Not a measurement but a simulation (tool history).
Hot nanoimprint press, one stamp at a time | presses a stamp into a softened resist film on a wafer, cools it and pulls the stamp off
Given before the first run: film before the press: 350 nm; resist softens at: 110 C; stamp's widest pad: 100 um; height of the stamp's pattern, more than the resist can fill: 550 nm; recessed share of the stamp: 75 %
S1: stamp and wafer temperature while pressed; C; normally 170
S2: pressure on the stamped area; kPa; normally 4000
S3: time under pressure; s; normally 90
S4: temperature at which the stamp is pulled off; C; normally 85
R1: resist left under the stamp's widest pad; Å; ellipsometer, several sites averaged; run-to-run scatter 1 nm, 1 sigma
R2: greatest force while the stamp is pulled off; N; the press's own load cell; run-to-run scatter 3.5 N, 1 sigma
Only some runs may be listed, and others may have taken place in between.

Run 1, hour 0: usual settings. Result: R1 1890 Å, R2 218 N.
Run 2, hour 8: usual settings. Result: R1 1875 Å, R2 221 N.
Run 3, hour 19.2: usual settings but S1 171 C. Result: R1 1813 Å, R2 216 N.
Run 4, hour 28.6: usual settings but S1 163 C. Result: R1 2372 Å, R2 221 N.
Run 5, hour 36.4: usual settings but S1 163 C. Result: R1 2353 Å, R2 221 N.
Run 6, hour 42.1: usual settings but S1 163 C. Result: R1 2363 Å, R2 216 N.
Run 7, hour 48.6: usual settings but S1 167 C. Result: R1 2076 Å, R2 227 N.
Run 8, hour 56.3: usual settings but S1 167 C. Result: R1 2080 Å, R2 223 N.
Run 9, hour 62.2: usual settings but S1 168 C. Result: R1 2018 Å, R2 229 N.
Run 10, hour 72.2: usual settings but S1 168 C. Result: R1 2014 Å, R2 229 N.
Run 11, hour 81: usual settings but S1 162 C. Result: R1 2416 Å, R2 229 N.
Run 12, hour 87.8: usual settings but S1 162 C. Result: R1 2435 Å, R2 235 N.
Run 13, hour 97.3: usual settings. Result: R1 1881 Å, R2 227 N.
Run 14, hour 104.7: usual settings. Result: R1 1881 Å, R2 236 N.
Run 15, hour 113.9: usual settings but S2 4040 kPa. Result: R1 1863 Å, R2 229 N.
Run 16, hour 122.6: usual settings but S1 168 C, S2 4210 kPa, S4 72 C. Result: R1 1973 Å, R2 285 N.
Run 17, hour 127.6: usual settings but S1 165 C, S2 4430 kPa, S3 86 s, S4 81 C. Result: R1 2144 Å, R2 247 N.
Run 18, hour 135.1: usual settings but S1 162 C, S2 4430 kPa, S3 49 s, S4 81 C. Result: R1 2678 Å, R2 249 N.
Run 19, hour 144.1: usual settings but S1 162 C, S2 4430 kPa, S3 49 s, S4 81 C. Result: R1 2684 Å, R2 259 N.
Run 20, hour 153.3: usual settings but S1 162 C, S2 4430 kPa, S3 49 s, S4 81 C. Result: R1 2671 Å, R2 251 N.
Run 21, hour 163.2: usual settings but S3 68 s, S4 71 C. Result: R1 2026 Å, R2 298 N.
At hour 167.9: plate thermocouple calibrated.
Run 22, hour 172.5: usual settings but S2 3940 kPa, S3 47 s. Result: R1 2381 Å, R2 249 N.
Run 23, hour 183.4: usual settings but S2 3940 kPa, S3 115 s, S4 91 C. Result: R1 1862 Å, R2 220 N.
Run 24, hour 193.1: usual settings but S2 3940 kPa, S3 115 s, S4 91 C. Result: R1 1847 Å, R2 226 N.
Run 25, hour 201.7: usual settings but S2 6300 kPa, S3 115 s, S4 86 C. Result: R1 1464 Å, R2 250 N.
Run 26, hour 209.9: usual settings but S1 169 C, S2 6300 kPa, S3 70 s, S4 73 C. Result: R1 1789 Å, R2 304 N.
At hour 225.8: stamp cleaned and given a new release coat.
Run 27, hour 226.7: usual settings but S1 169 C, S2 6300 kPa, S3 70 s, S4 73 C. Result: R1 1777 Å, R2 257 N.
Run 28, hour 236.4: usual settings but S1 169 C, S2 6300 kPa, S3 70 s, S4 73 C. Result: R1 1781 Å, R2 264 N.
Run 29, hour 241.1: usual settings but S1 178 C, S3 50 s, S4 91 C. Result: R1 1811 Å, R2 196 N.

5 options for the next run, each taken on its own from the tool as it stands now. Forecast them:
Run A, hour 251.8: usual settings but S1 180 C, S3 74 s. Result: R1 ?, R2 ?.
Run B, hour 251.8: usual settings but S1 165 C, S3 50 s, S4 91 C. Result: R1 ?, R2 ?.
Run C, hour 251.8: usual settings but S1 166 C, S3 55 s. Result: R1 ?, R2 ?.
Run D, hour 251.8: usual settings but S1 165 C, S3 65 s, S4 91 C. Result: R1 ?, R2 ?.
Run E, hour 251.8: usual settings but S1 174 C, S2 3040 kPa, S3 95 s, S4 91 C. Result: R1 ?, R2 ?.

run    R1   R2
  A  1513  218
  B  2646  195
  C  2535  223
  D  2540  200
  E  1939  199
Take away the tool's hidden state, keep each run's random variation, and the runs would have read:
run    R1   R2
  A  1513  216
  B  2651  193
  C  2541  222
  D  2546  199
  E  1948  198

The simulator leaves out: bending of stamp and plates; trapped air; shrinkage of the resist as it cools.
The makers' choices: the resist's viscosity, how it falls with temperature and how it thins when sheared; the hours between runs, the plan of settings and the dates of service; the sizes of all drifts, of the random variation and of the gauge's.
